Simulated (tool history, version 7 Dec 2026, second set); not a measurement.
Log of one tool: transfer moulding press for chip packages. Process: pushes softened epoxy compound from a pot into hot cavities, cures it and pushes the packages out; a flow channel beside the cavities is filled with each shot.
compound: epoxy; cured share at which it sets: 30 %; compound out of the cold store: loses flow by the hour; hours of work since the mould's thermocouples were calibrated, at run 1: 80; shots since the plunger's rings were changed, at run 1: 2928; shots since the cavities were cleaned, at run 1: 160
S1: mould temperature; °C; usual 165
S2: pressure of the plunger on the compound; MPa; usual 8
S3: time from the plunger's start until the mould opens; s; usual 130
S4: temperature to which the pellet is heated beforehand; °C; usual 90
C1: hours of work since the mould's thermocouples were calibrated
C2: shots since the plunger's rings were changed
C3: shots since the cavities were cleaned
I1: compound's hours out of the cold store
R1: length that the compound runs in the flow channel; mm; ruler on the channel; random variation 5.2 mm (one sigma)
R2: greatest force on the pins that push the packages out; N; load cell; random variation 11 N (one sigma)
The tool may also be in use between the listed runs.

run   hour   S1    S2   S3   S4   C1    C2   C3    I1   R1   R2
  1      0  165     8  130   90   80  2928  160    40  458  580
  2   10.2  165     8  130   90   84  2995  227  46.6  446  602
  3   21.5  165     8  130   90   90  3069  301  39.9  461  657
  4   29.4  165     8  130   90   93  3121  353  45.6  451  656
  5   39.1  165     8  130  100   98  3185  417  43.7  451  670
  6     50  165     8  130  100  103  3256  488  35.5  462  728
  7     58  165     8  130   90  107  3309  541  18.7  500  739
  8   68.3  165     8  130   90  111  3376  608  42.1  449  730
  9   76.3  165     8  130   90  115  3429  661    43  449  735
      81.4  -- cavities cleaned with cleaning compound and waxed
 10   86.6  165     8  130   90  119  3487   35  25.8  476  915
 11   93.3  164     8  130   90  122  3531   79  36.4  466  928
 12  104.3  164     8  130   90  127  3602  150  16.7  508  971
 13    115  164     8  130   90  132  3673  221    44  456  913
 14  123.6  164     8  130   90  136  3730  278  32.9  467  971
 15  130.1  165  8.85  130   91  139  3772  320  13.8  539  944
     139.3  -- cavities cleaned with cleaning compound and waxed, once more
 16  140.8  165     8  121   96  144  3833   10  22.9  487  607
 17  152.7  165     8  121   96  149  3910   87  17.8  505  679
 18  164.7  157     8  159   99  155  3989  166  24.4  491  680
 19  175.4  163     8  159   99  159  4059  236   8.3  514  558
 20  183.7  164  6.02  130   90  163  4114  291  23.1  418  715
 21  191.9  163  6.02  130   90  167  4168  345  41.8  392  785
 22    201  163  6.02  130   90  171  4228  405  32.4  412  795
 23  207.5  163  6.02  130   90  174  4270  447  39.9  398  817
 24  214.2  163  8.83  123   98  177  4314  491  42.2  453  859
 25  225.3  163  8.33  130   90  183  4387  564  24.5  488  838
 26  230.4  165     8  112   90  185  4420  597  44.7  443  992
 27  240.3  165     8  132   91  189  4485  662   8.8  516  781
     245.5  -- cavities cleaned with cleaning compound and waxed
 28  248.9  165     8  132   91  193  4532   22    19  489  530

Forecast each of these 4 alternatives for the next run:
  A  255.1  165     8  145  90  196  4573  63  22.1   ?   ?
  B  255.1  165     8  123  90  196  4573  63  23.6   ?   ?
  C  255.1  165  9.53  145  93  196  4573  63  20.6   ?   ?
  D  255.1  165     8  138  82  196  4573  63    26   ?   ?

run   R1   R2
  A  475  495
  B  479  662
  C  525  490
  D  473  528
Without the tool's hidden state the same runs would have given:
run   R1   R2
  A  519  455
  B  524  606
  C  574  450
  D  518  484
